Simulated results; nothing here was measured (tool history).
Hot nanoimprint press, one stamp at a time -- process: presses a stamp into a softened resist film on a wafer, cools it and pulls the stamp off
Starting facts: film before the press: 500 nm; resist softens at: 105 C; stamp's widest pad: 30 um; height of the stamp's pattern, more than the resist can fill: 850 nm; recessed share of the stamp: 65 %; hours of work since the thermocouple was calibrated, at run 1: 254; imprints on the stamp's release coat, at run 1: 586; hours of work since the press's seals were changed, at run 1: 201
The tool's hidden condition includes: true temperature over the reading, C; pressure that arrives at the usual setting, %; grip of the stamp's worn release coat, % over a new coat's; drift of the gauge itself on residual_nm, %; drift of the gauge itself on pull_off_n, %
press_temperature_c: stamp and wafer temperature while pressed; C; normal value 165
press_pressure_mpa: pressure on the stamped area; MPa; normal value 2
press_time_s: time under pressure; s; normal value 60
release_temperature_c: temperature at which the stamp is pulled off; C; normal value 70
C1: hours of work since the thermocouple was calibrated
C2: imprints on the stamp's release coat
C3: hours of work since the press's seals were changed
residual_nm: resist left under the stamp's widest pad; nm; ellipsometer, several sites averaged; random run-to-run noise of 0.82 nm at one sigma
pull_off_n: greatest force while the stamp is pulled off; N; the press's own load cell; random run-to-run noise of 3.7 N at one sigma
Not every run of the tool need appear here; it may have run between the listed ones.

Run 1, day 0: usual settings; C1 254; C2 586; C3 201. Result: residual_nm 238.7 nm, pull_off_n 223 N.
Run 2, day 1.45: usual settings; C1 269; C2 682; C3 216. Result: residual_nm 237.3 nm, pull_off_n 210 N.
Run 3, day 3.204: usual settings; C1 288; C2 799; C3 235. Result: residual_nm 238.9 nm, pull_off_n 229 N.
Run 4, day 6.612: usual settings; C1 325; C2 1025; C3 272. Result: residual_nm 240.1 nm, pull_off_n 234 N.
Run 5, day 8.592: usual settings but press_time_s 36 s; C1 346; C2 1156; C3 293. Result: residual_nm 277.3 nm, pull_off_n 245 N.
Run 6, day 10.221: usual settings but press_pressure_mpa 1.5 MPa, press_time_s 36 s; C1 363; C2 1264; C3 310. Result: residual_nm 321 nm, pull_off_n 254 N.
At day 11.496: stamp cleaned and given a new release coat.
Run 7, day 12.233: usual settings but press_pressure_mpa 1.5 MPa, press_time_s 36 s; C1 382; C2 49; C3 329. Result: residual_nm 315.9 nm, pull_off_n 174 N.
Run 8, day 13.896: usual settings but press_pressure_mpa 1.5 MPa, press_time_s 36 s; C1 400; C2 159; C3 347. Result: residual_nm 317.3 nm, pull_off_n 185 N.
Run 9, day 16.454: usual settings but press_temperature_c 163 C, press_pressure_mpa 1.5 MPa, press_time_s 36 s; C1 427; C2 329; C3 374. Result: residual_nm 330.6 nm, pull_off_n 196 N.
Run 10, day 19.762: usual settings but press_temperature_c 163 C, press_pressure_mpa 1.5 MPa, press_time_s 36 s; C1 463; C2 549; C3 410. Result: residual_nm 330.1 nm, pull_off_n 208 N.
Run 11, day 21.967: usual settings but press_temperature_c 163 C, press_pressure_mpa 1.5 MPa, press_time_s 36 s; C1 486; C2 695; C3 433. Result: residual_nm 329.3 nm, pull_off_n 218 N.
At day 22.267: plate thermocouple calibrated.
Run 12, day 24.254: usual settings but press_temperature_c 163 C, press_pressure_mpa 1.5 MPa, press_time_s 36 s; C1 21; C2 838; C3 456. Result: residual_nm 345.7 nm, pull_off_n 229 N.
Run 13, day 26.392: usual settings but press_time_s 61 s; C1 44; C2 980; C3 479. Result: residual_nm 248.1 nm, pull_off_n 245 N.
At day 29.108: press's hydraulic seals changed and the load cell set to zero.
Run 14, day 30.125: usual settings but press_time_s 61 s; C1 81; C2 1206; C3 11. Result: residual_nm 241.5 nm, pull_off_n 252 N.
At day 32.088: stamp cleaned and given a new release coat.
Run 15, day 32.521: usual settings but press_time_s 61 s; C1 103; C2 29; C3 34. Result: residual_nm 241 nm, pull_off_n 178 N.
Run 16, day 34.262: usual settings; C1 122; C2 144; C3 52. Result: residual_nm 243.1 nm, pull_off_n 186 N.
Run 17, day 36.338: usual settings; C1 144; C2 282; C3 75. Result: residual_nm 244.3 nm, pull_off_n 193 N.
Run 18, day 38.642: usual settings but press_temperature_c 163 C, press_pressure_mpa 2.41 MPa; C1 169; C2 435; C3 99. Result: residual_nm 229.8 nm, pull_off_n 206 N.
Run 19, day 42.075: usual settings but press_temperature_c 163 C, press_pressure_mpa 2.41 MPa; C1 206; C2 663; C3 136. Result: residual_nm 229.9 nm, pull_off_n 214 N.
Run 20, day 44.975: usual settings but press_pressure_mpa 1.46 MPa; C1 237; C2 855; C3 167. Result: residual_nm 284.5 nm, pull_off_n 239 N.
Run 21, day 47.767: usual settings but press_temperature_c 164 C, press_pressure_mpa 1.93 MPa, release_temperature_c 66 C; C1 267; C2 1040; C3 197. Result: residual_nm 251.3 nm, pull_off_n 245 N.

What does the tool deliver on the next run?
Run 22, day 49.279: usual settings but press_temperature_c 164 C, press_pressure_mpa 1.93 MPa, release_temperature_c 66 C; C1 283; C2 1141; C3 213. Result: residual_nm ?, pull_off_n ?.

{"run 22": {"residual_nm": 253.6, "pull_off_n": 259}}
On a tool with no hidden condition, and with the same random variation, this run would have come out at residual_nm 256.7 nm, pull_off_n 185 N.

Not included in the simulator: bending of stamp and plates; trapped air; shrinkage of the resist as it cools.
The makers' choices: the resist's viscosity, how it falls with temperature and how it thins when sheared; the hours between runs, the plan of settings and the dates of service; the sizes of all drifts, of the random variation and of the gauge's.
